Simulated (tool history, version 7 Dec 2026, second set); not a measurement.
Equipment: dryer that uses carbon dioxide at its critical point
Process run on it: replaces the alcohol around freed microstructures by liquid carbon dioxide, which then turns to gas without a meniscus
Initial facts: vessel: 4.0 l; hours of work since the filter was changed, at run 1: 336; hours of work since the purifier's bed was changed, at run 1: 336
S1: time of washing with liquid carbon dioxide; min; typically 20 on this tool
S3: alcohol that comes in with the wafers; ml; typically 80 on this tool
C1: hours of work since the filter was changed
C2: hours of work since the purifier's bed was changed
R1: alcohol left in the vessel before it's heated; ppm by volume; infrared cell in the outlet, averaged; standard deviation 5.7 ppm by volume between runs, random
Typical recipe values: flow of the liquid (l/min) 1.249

run 1 hour=0.0 | S1=20 flow_of_the_liquid_(l/min)=1.249 S3=80 | C1=336 C2=336 | R1=240
run 2 hour=13.1 | S1=20 flow_of_the_liquid_(l/min)=1.249 S3=80 | C1=346 C2=346 | R1=229
run 3 hour=20.7 | S1=20 flow_of_the_liquid_(l/min)=1.249 S3=80 | C1=352 C2=352 | R1=238
run 4 hour=28.5 | S1=20 flow_of_the_liquid_(l/min)=1.249 S3=100 | C1=358 C2=358 | R1=296
run 5 hour=42.3 | S1=20 flow_of_the_liquid_(l/min)=1.249 S3=100 | C1=369 C2=369 | R1=289
run 6 hour=54.9 | S1=20 flow_of_the_liquid_(l/min)=1.249 S3=100 | C1=379 C2=379 | R1=284
run 7 hour=67.1 | S1=20 flow_of_the_liquid_(l/min)=1.249 S3=53 | C1=389 C2=389 | R1=179
run 8 hour=75.4 | S1=20 flow_of_the_liquid_(l/min)=1.249 S3=80 | C1=396 C2=396 | R1=254
run 9 hour=89.7 | S1=20 flow_of_the_liquid_(l/min)=1.249 S3=80 | C1=407 C2=407 | R1=257
run 10 hour=102.5 | S1=20 flow_of_the_liquid_(l/min)=1.249 S3=80 | C1=417 C2=417 | R1=247
run 11 hour=113.4 | S1=20 flow_of_the_liquid_(l/min)=1.249 S3=80 | C1=426 C2=426 | R1=251
run 12 hour=125.9 | S1=20 flow_of_the_liquid_(l/min)=1.249 S3=80 | C1=436 C2=436 | R1=247
run 13 hour=134.4 | S1=20 flow_of_the_liquid_(l/min)=1.249 S3=80 | C1=442 C2=442 | R1=250
run 14 hour=144.3 | S1=20 flow_of_the_liquid_(l/min)=0.950 S3=80 | C1=450 C2=450 | R1=721
run 15 hour=157.9 | S1=20 flow_of_the_liquid_(l/min)=0.950 S3=80 | C1=461 C2=461 | R1=745
run 16 hour=170.9 | S1=20 flow_of_the_liquid_(l/min)=0.950 S3=80 | C1=471 C2=471 | R1=765
run 17 hour=181.8 | S1=20 flow_of_the_liquid_(l/min)=0.950 S3=80 | C1=480 C2=480 | R1=772
run 18 hour=190.6 | S1=20 flow_of_the_liquid_(l/min)=0.950 S3=80 | C1=487 C2=487 | R1=760
-- hour=193.0 inlet filter changed
run 19 hour=199.1 | S1=20 flow_of_the_liquid_(l/min)=0.950 S3=80 | C1=5 C2=493 | R1=628
run 20 hour=209.1 | S1=20 flow_of_the_liquid_(l/min)=0.950 S3=80 | C1=13 C2=501 | R1=611
run 21 hour=222.2 | S1=20 flow_of_the_liquid_(l/min)=0.950 S3=80 | C1=23 C2=511 | R1=625
run 22 hour=229.2 | S1=20 flow_of_the_liquid_(l/min)=1.249 S3=80 | C1=29 C2=517 | R1=216
run 23 hour=242.5 | S1=20 flow_of_the_liquid_(l/min)=1.249 S3=80 | C1=39 C2=527 | R1=225
run 24 hour=249.0 | S1=28 flow_of_the_liquid_(l/min)=1.460 S3=80 | C1=44 C2=532 | R1=36
run 25 hour=262.2 | S1=28 flow_of_the_liquid_(l/min)=1.460 S3=80 | C1=55 C2=543 | R1=37
run 26 hour=269.3 | S1=14 flow_of_the_liquid_(l/min)=1.460 S3=21 | C1=60 C2=549 | R1=147
run 27 hour=279.5 | S1=25 flow_of_the_liquid_(l/min)=0.790 S3=88 | C1=69 C2=557 | R1=646
run 28 hour=289.5 | S1=17 flow_of_the_liquid_(l/min)=1.080 S3=21 | C1=76 C2=565 | R1=209
run 29 hour=303.7 | S1=20 flow_of_the_liquid_(l/min)=1.249 S3=80 | C1=88 C2=576 | R1=226
run 30 hour=318.4 | S1=20 flow_of_the_liquid_(l/min)=0.850 S3=85 | C1=99 C2=587 | R1=988
run 31 hour=330.1 | S1=20 flow_of_the_liquid_(l/min)=0.850 S3=85 | C1=109 C2=597 | R1=973
run 32 hour=340.3 | S1=20 flow_of_the_liquid_(l/min)=0.850 S3=85 | C1=117 C2=605 | R1=1026
run 33 hour=350.3 | S1=20 flow_of_the_liquid_(l/min)=0.810 S3=52 | C1=125 C2=613 | R1=726
run 34 hour=361.8 | S1=20 flow_of_the_liquid_(l/min)=1.249 S3=21 | C1=134 C2=622 | R1=80
run 35 hour=373.9 | S1=25 flow_of_the_liquid_(l/min)=1.249 S3=27 | C1=143 C2=631 | R1=52
run 36 hour=385.7 | S1=25 flow_of_the_liquid_(l/min)=1.249 S3=59 | C1=153 C2=641 | R1=81
run 37 hour=393.4 | S1=25 flow_of_the_liquid_(l/min)=1.249 S3=59 | C1=159 C2=647 | R1=77
run 38 hour=405.1 | S1=12 flow_of_the_liquid_(l/min)=1.249 S3=69 | C1=168 C2=656 | R1=1141
run 39 hour=415.4 | S1=14 flow_of_the_liquid_(l/min)=0.770 S3=49 | C1=176 C2=664 | R1=1799
run 40 hour=422.1 | S1=14 flow_of_the_liquid_(l/min)=1.550 S3=20 | C1=182 C2=670 | R1=110
run 41 hour=433.4 | S1=14 flow_of_the_liquid_(l/min)=1.550 S3=20 | C1=191 C2=679 | R1=108
run 42 hour=446.8 | S1=14 flow_of_the_liquid_(l/min)=1.550 S3=20 | C1=201 C2=689 | R1=120
run 43 hour=455.1 | S1=20 flow_of_the_liquid_(l/min)=1.280 S3=22 | C1=208 C2=696 | R1=82
run 44 hour=469.6 | S1=17 flow_of_the_liquid_(l/min)=1.730 S3=30 | C1=219 C2=707 | R1=69
run 45 hour=479.2 | S1=16 flow_of_the_liquid_(l/min)=2.100 S3=49 | C1=227 C2=715 | R1=62
run 46 hour=490.0 | S1=16 flow_of_the_liquid_(l/min)=2.100 S3=49 | C1=235 C2=723 | R1=56

Each row is a separate what-if for the run after 46, all from the same tool condition, not one after another. Results?
run A hour=498.2 | S1=16 flow_of_the_liquid_(l/min)=1.680 S3=49 | C1=242 C2=730 | R1=?
run B hour=498.2 | S1=18 flow_of_the_liquid_(l/min)=1.020 S3=114 | C1=242 C2=730 | R1=?
run C hour=498.2 | S1=14 flow_of_the_liquid_(l/min)=1.740 S3=39 | C1=242 C2=730 | R1=?
run D hour=498.2 | S1=20 flow_of_the_liquid_(l/min)=0.820 S3=80 | C1=242 C2=730 | R1=?

run=A R1=113
run=B R1=1081
run=C R1=148
run=D R1=1116
Had the tool no hidden state, the same runs would have come out as:
run=A R1=70
run=B R1=938
run=C R1=103
run=D R1=984
